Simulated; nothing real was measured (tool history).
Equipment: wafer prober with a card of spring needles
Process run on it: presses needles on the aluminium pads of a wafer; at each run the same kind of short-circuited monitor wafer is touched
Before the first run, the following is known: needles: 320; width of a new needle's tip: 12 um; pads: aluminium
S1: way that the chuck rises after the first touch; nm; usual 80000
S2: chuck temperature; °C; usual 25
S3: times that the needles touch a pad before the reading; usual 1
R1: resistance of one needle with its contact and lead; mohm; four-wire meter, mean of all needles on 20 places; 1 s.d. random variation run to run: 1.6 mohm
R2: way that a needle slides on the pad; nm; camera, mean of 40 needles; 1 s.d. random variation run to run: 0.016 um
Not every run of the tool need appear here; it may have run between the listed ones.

Run 1, hour 0.0: usual settings. Result: R1 161 mohm, R2 19500 nm.
At hour 10.9: tips cleaned on abrasive film.
At hour 15.5: height of the first contact set anew.
Run 2, hour 16.4: usual settings but S1 60000 nm. Result: R1 163 mohm, R2 14630 nm.
At hour 24.0: tips cleaned on abrasive film.
At hour 35.9: tips cleaned on abrasive film.
Run 3, hour 42.6: usual settings but S1 60000 nm. Result: R1 161 mohm, R2 14610 nm.
At hour 48.3: tips cleaned on abrasive film.
Run 4, hour 53.8: usual settings but S1 60000 nm. Result: R1 161 mohm, R2 14590 nm.
At hour 62.3: tips cleaned on abrasive film.
Run 5, hour 69.0: usual settings but S1 60000 nm. Result: R1 163 mohm, R2 14540 nm.
At hour 74.9: tips cleaned on abrasive film.
At hour 88.8: tips cleaned on abrasive film.
Run 6, hour 91.2: usual settings but S1 98000 nm. Result: R1 159 mohm, R2 23780 nm.
At hour 102.6: tips cleaned on abrasive film.
Run 7, hour 110.8: usual settings but S1 98000 nm. Result: R1 161 mohm, R2 23720 nm.
At hour 114.6: tips cleaned on abrasive film.
At hour 127.6: tips cleaned on abrasive film.
Run 8, hour 136.9: usual settings but S1 98000 nm, S3 3. Result: R1 166 mohm, R2 23670 nm.
At hour 141.1: tips cleaned on abrasive film.
At hour 154.4: tips cleaned on abrasive film.
Run 9, hour 157.1: usual settings but S2 42 °C. Result: R1 166 mohm, R2 19290 nm.
At hour 166.9: tips cleaned on abrasive film.
At hour 168.7: height of the first contact set anew.
Run 10, hour 168.7: usual settings but S2 42 °C. Result: R1 166 mohm, R2 19280 nm.
At hour 180.0: tips cleaned on abrasive film.
Run 11, hour 180.3: usual settings but S2 34 °C. Result: R1 164 mohm, R2 19260 nm.
At hour 192.5: tips cleaned on abrasive film.
Run 12, hour 193.6: usual settings but S1 86000 nm. Result: R1 159 mohm, R2 20690 nm.
At hour 204.5: tips cleaned on abrasive film.
Run 13, hour 205.7: usual settings but S1 86000 nm. Result: R1 159 mohm, R2 20700 nm.
At hour 216.4: tips cleaned on abrasive film.
Run 14, hour 227.6: usual settings. Result: R1 159 mohm, R2 19200 nm.
At hour 229.8: tips cleaned on abrasive film.
At hour 241.6: tips cleaned on abrasive film.
Run 15, hour 242.4: usual settings. Result: R1 157 mohm, R2 19170 nm.
At hour 254.2: tips cleaned on abrasive film.
Run 16, hour 263.9: usual settings but S1 94000 nm, S2 45 °C, S3 3. Result: R1 163 mohm, R2 22520 nm.
At hour 266.4: tips cleaned on abrasive film.
At hour 278.7: tips cleaned on abrasive film.
Run 17, hour 280.4: usual settings but S1 81000 nm, S2 88 °C, S3 2. Result: R1 170 mohm, R2 19370 nm.
At hour 291.1: tips cleaned on abrasive film.
Run 18, hour 299.7: usual settings but S3 3. Result: R1 160 mohm, R2 19110 nm.
At hour 304.1: tips cleaned on abrasive film.
At hour 317.3: tips cleaned on abrasive film.
At hour 321.2: gauge calibrated.
At hour 321.5: height of the first contact set anew.
Run 19, hour 321.5: usual settings but S2 58 °C, S3 3. Result: R1 169 mohm, R2 19520 nm.
At hour 330.4: tips cleaned on abrasive film.
Run 20, hour 336.7: usual settings but S1 65000 nm, S3 3. Result: R1 163 mohm, R2 15850 nm.
At hour 343.8: tips cleaned on abrasive film.
At hour 356.9: tips cleaned on abrasive film.
Run 21, hour 360.0: usual settings but S1 65000 nm, S3 3. Result: R1 161 mohm, R2 15840 nm.
At hour 369.1: tips cleaned on abrasive film.
Run 22, hour 377.3: usual settings but S1 86000 nm, S2 86 °C, S3 3. Result: R1 171 mohm, R2 20910 nm.
At hour 381.9: tips cleaned on abrasive film.
At hour 395.2: tips cleaned on abrasive film.
Run 23, hour 404.7: usual settings but S3 2. Result: R1 161 mohm, R2 19400 nm.
At hour 407.2: tips cleaned on abrasive film.
At hour 419.9: tips cleaned on abrasive film.
Run 24, hour 419.9: usual settings but S3 2. Result: R1 161 mohm, R2 19380 nm.
At hour 433.2: tips cleaned on abrasive film.
Run 25, hour 442.2: usual settings but S1 68000 nm. Result: R1 165 mohm, R2 16410 nm.
At hour 446.3: tips cleaned on abrasive film.
Run 26, hour 456.9: usual settings but S1 68000 nm. Result: R1 163 mohm, R2 16460 nm.
At hour 459.0: tips cleaned on abrasive film.
At hour 472.6: tips cleaned on abrasive film.
At hour 475.4: height of the first contact set anew.
Run 27, hour 483.1: usual settings but S1 61000 nm, S2 66 °C. Result: R1 173 mohm, R2 14690 nm.
At hour 484.9: tips cleaned on abrasive film.
At hour 498.2: tips cleaned on abrasive film.
Run 28, hour 500.2: usual settings but S2 75 °C, S3 2. Result: R1 169 mohm, R2 19250 nm.
At hour 510.6: tips cleaned on abrasive film.
Run 29, hour 516.6: usual settings but S1 89000 nm, S2 50 °C, S3 2. Result: R1 164 mohm, R2 21410 nm.
At hour 524.6: tips cleaned on abrasive film.
Run 30, hour 530.4: usual settings but S1 89000 nm, S2 50 °C, S3 2. Result: R1 167 mohm, R2 21380 nm.

Branching from run 30: 4 alternative next runs. What would each branch give?
At hour 537.0: tips cleaned on abrasive film.
Run A, hour 542.8: usual settings but S3 2. Result: R1 ?, R2 ?.
At hour 537.0: tips cleaned on abrasive film.
Run B, hour 542.8: usual settings but S1 73000 nm, S2 109 °C. Result: R1 ?, R2 ?.
At hour 537.0: tips cleaned on abrasive film.
Run C, hour 542.8: usual settings but S2 55 °C. Result: R1 ?, R2 ?.
At hour 537.0: tips cleaned on abrasive film.
Run D, hour 542.8: usual settings but S1 61000 nm. Result: R1 ?, R2 ?.

run   R1     R2
  A  159  19240
  B  178  17510
  C  166  19240
  D  160  14650
The same runs, with their run-to-run variation unchanged, on a tool lacking any hidden condition would have given:
run   R1     R2
  A  159  19560
  B  178  17810
  C  166  19560
  D  160  14900
